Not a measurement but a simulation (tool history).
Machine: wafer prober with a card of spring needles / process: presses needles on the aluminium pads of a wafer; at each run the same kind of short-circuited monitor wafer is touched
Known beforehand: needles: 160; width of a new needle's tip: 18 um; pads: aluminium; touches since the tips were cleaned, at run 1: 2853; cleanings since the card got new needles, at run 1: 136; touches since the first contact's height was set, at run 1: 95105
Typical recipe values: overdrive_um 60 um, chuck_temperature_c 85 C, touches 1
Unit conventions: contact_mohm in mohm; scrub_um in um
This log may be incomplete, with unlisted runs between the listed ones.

run    hour  overdrive_um  chuck_temperature_c  touches  touches since the tips were cleaned  cleanings since the card got new needles  touches since the first contact's height was set  contact_mohm  scrub_um
  1     0.0            60                   85        1                                 2853                                       136                                             95105           881     14.13
        2.6  -- tips cleaned on abrasive film
       12.9  -- tips cleaned on abrasive film
       23.1  -- tips cleaned on abrasive film
       33.3  -- tips cleaned on abrasive film
       43.5  -- tips cleaned on abrasive film
  2    48.0            48                   85        1                                 1315                                       141                                            109068           895     11.00
       55.7  -- tips cleaned on abrasive film
       65.9  -- tips cleaned on abrasive film
       76.2  -- tips cleaned on abrasive film
       86.4  -- tips cleaned on abrasive film
       99.2  -- tips cleaned on abrasive film
      111.9  -- tips cleaned on abrasive film
      124.7  -- tips cleaned on abrasive film
  3   126.2            48                   85        1                                  430                                       148                                            131817           661     10.98
      136.4  -- tips cleaned on abrasive film
      146.6  -- tips cleaned on abrasive film
      156.8  -- tips cleaned on abrasive film
      167.1  -- tips cleaned on abrasive film
  4   177.1            60                   85        1                                 2960                                       152                                            146680           945     13.83
      179.8  -- tips cleaned on abrasive film
      190.0  -- tips cleaned on abrasive film
      200.2  -- tips cleaned on abrasive film
      210.5  -- tips cleaned on abrasive film
      223.2  -- tips cleaned on abrasive film
      233.4  -- tips cleaned on abrasive film
  5   233.9            60                   85        1                                  129                                       158                                            163176           387     13.73
      244.1  -- tips cleaned on abrasive film
      254.4  -- tips cleaned on abrasive film
      264.6  -- tips cleaned on abrasive film
      274.8  -- tips cleaned on abrasive film
      280.2  -- height of the first contact set anew
      285.4  -- tips cleaned on abrasive film
      295.6  -- tips cleaned on abrasive film
  6   301.2            60                   85        1                                 1663                                       164                                              6127           779     14.72
      306.4  -- tips cleaned on abrasive film
      316.6  -- tips cleaned on abrasive film
      326.9  -- tips cleaned on abrasive film
      337.1  -- tips cleaned on abrasive film
      347.3  -- tips cleaned on abrasive film
      360.1  -- tips cleaned on abrasive film
      370.3  -- tips cleaned on abrasive film
      380.5  -- tips cleaned on abrasive film
  7   382.5            60                   85        3                                  587                                       172                                             29777           374     14.36
      392.8  -- tips cleaned on abrasive film
      405.5  -- tips cleaned on abrasive film
      415.8  -- tips cleaned on abrasive film
  8   423.2            60                   85        3                                 2194                                       175                                             41642           478     14.36
      428.4  -- tips cleaned on abrasive film
      441.1  -- tips cleaned on abrasive film
      451.4  -- tips cleaned on abrasive film
      461.6  -- tips cleaned on abrasive film
  9   465.3            60                   85        3                                 1084                                       179                                             53886           426     14.19
      473.0  -- tips cleaned on abrasive film
      483.2  -- tips cleaned on abrasive film
      496.0  -- tips cleaned on abrasive film
 10   503.3            60                   85        2                                 2160                                       182                                             64973           614     14.31
      508.5  -- tips cleaned on abrasive film
      518.7  -- tips cleaned on abrasive film
      529.0  -- tips cleaned on abrasive film
      539.2  -- tips cleaned on abrasive film
      549.4  -- tips cleaned on abrasive film
      559.6  -- tips cleaned on abrasive film
      572.4  -- tips cleaned on abrasive film
      582.6  -- tips cleaned on abrasive film
      592.9  -- tips cleaned on abrasive film
 11   595.4            42                   85        1                                  745                                       191                                             91757           957      9.71
      605.3  -- tips cleaned on abrasive film
      615.5  -- tips cleaned on abrasive film
      625.7  -- tips cleaned on abrasive film
      636.0  -- tips cleaned on abrasive film
      646.2  -- tips cleaned on abrasive film
      658.9  -- tips cleaned on abrasive film
      669.2  -- tips cleaned on abrasive film
 12   670.2            42                   27        1                                  305                                       198                                            113532           676      9.59
      680.4  -- tips cleaned on abrasive film
      693.2  -- tips cleaned on abrasive film
      706.0  -- tips cleaned on abrasive film
      718.7  -- tips cleaned on abrasive film
      729.0  -- tips cleaned on abrasive film
      739.2  -- tips cleaned on abrasive film
 13   746.7            42                   27        1                                 2214                                       204                                            135834          1761      9.53
      751.9  -- tips cleaned on abrasive film
      762.1  -- tips cleaned on abrasive film
      772.3  -- tips cleaned on abrasive film
      782.6  -- tips cleaned on abrasive film
      795.3  -- tips cleaned on abrasive film
      808.1  -- tips cleaned on abrasive film
      818.3  -- tips cleaned on abrasive film
 14   820.8            42                   27        1                                  742                                       211                                            157407          1036      9.33
      831.1  -- tips cleaned on abrasive film
      843.8  -- tips cleaned on abrasive film
      854.1  -- tips cleaned on abrasive film
      864.3  -- tips cleaned on abrasive film
      874.5  -- tips cleaned on abrasive film
      884.8  -- tips cleaned on abrasive film
      887.6  -- height of the first contact set anew
 15   890.3            55                   26        3                                 1535                                       217                                               792           487     13.55
      895.5  -- tips cleaned on abrasive film
      905.7  -- tips cleaned on abrasive film
      915.9  -- tips cleaned on abrasive film
      926.2  -- tips cleaned on abrasive film
      936.4  -- tips cleaned on abrasive film
      946.6  -- tips cleaned on abrasive film
 16   948.9            70                   99        1                                  677                                       223                                             17846           514     16.77
      959.2  -- tips cleaned on abrasive film
      971.9  -- tips cleaned on abrasive film
      984.7  -- tips cleaned on abrasive film
      997.4  -- tips cleaned on abrasive film
     1010.2  -- tips cleaned on abrasive film
 17  1017.9            65                   56        2                                 2263                                       228                                             37965           598     15.70
     1020.5  -- tips cleaned on abrasive film
     1030.7  -- tips cleaned on abrasive film
     1040.9  -- tips cleaned on abrasive film
     1051.2  -- tips cleaned on abrasive film
 18  1058.5            60                   59        2                                 2165                                       232                                             49785           671     14.24
     1063.7  -- tips cleaned on abrasive film
     1076.5  -- tips cleaned on abrasive film
     1086.7  -- tips cleaned on abrasive film
     1096.9  -- tips cleaned on abrasive film
     1109.7  -- tips cleaned on abrasive film
     1119.9  -- tips cleaned on abrasive film
     1132.7  -- tips cleaned on abrasive film
     1142.9  -- tips cleaned on abrasive film
 19  1148.4            60                   59        1                                 1610                                       240                                             75946           875     14.08
     1153.5  -- tips cleaned on abrasive film
     1163.8  -- tips cleaned on abrasive film
     1174.0  -- tips cleaned on abrasive film
     1184.2  -- tips cleaned on abrasive film
     1194.5  -- tips cleaned on abrasive film
 20  1198.4            63                   26        1                                 1158                                       245                                             90496           695     14.81
     1206.1  -- tips cleaned on abrasive film
     1216.3  -- tips cleaned on abrasive film
     1226.6  -- tips cleaned on abrasive film
     1239.3  -- tips cleaned on abrasive film
 21  1247.0            42                   73        3                                 2242                                       249                                            104643           806      9.50
     1252.0  -- tips cleaned on abrasive film
     1264.8  -- tips cleaned on abrasive film
     1277.6  -- tips cleaned on abrasive film
     1290.3  -- tips cleaned on abrasive film
     1300.6  -- tips cleaned on abrasive film
     1310.8  -- tips cleaned on abrasive film
     1321.0  -- tips cleaned on abrasive film
 22  1325.5            42                   73        3                                 1332                                       256                                            127529           666      9.49
     1333.2  -- tips cleaned on abrasive film
     1343.5  -- tips cleaned on abrasive film
     1353.7  -- tips cleaned on abrasive film
     1363.9  -- tips cleaned on abrasive film
     1374.2  -- tips cleaned on abrasive film
 23  1379.1            43                   59        3                                 1450                                       261                                            143115           695      9.60

Here are 3 independent what-if runs from the current tool condition. What would each one return?
     1386.8  -- tips cleaned on abrasive film
     1397.0  -- tips cleaned on abrasive film
     1407.3  -- tips cleaned on abrasive film
     1420.0  -- tips cleaned on abrasive film
  A  1424.8            45                   49        3                                 1404                                       265                                            156423             ?         ?
     1386.8  -- tips cleaned on abrasive film
     1397.0  -- tips cleaned on abrasive film
     1407.3  -- tips cleaned on abrasive film
     1420.0  -- tips cleaned on abrasive film
  B  1424.8            43                   44        1                                 1404                                       265                                            156423             ?         ?
     1386.8  -- tips cleaned on abrasive film
     1397.0  -- tips cleaned on abrasive film
     1407.3  -- tips cleaned on abrasive film
     1420.0  -- tips cleaned on abrasive film
  C  1424.8            46                   85        1                                 1404                                       265                                            156423             ?         ?

run  contact_mohm  scrub_um
  A           727     10.10
  B          1653      9.50
  C          1390     10.27
The same runs, with their run-to-run variation unchanged, on a tool lacking any hidden condition would have given:
run  contact_mohm  scrub_um
  A           270     11.06
  B           269     10.44
  C           276     11.22

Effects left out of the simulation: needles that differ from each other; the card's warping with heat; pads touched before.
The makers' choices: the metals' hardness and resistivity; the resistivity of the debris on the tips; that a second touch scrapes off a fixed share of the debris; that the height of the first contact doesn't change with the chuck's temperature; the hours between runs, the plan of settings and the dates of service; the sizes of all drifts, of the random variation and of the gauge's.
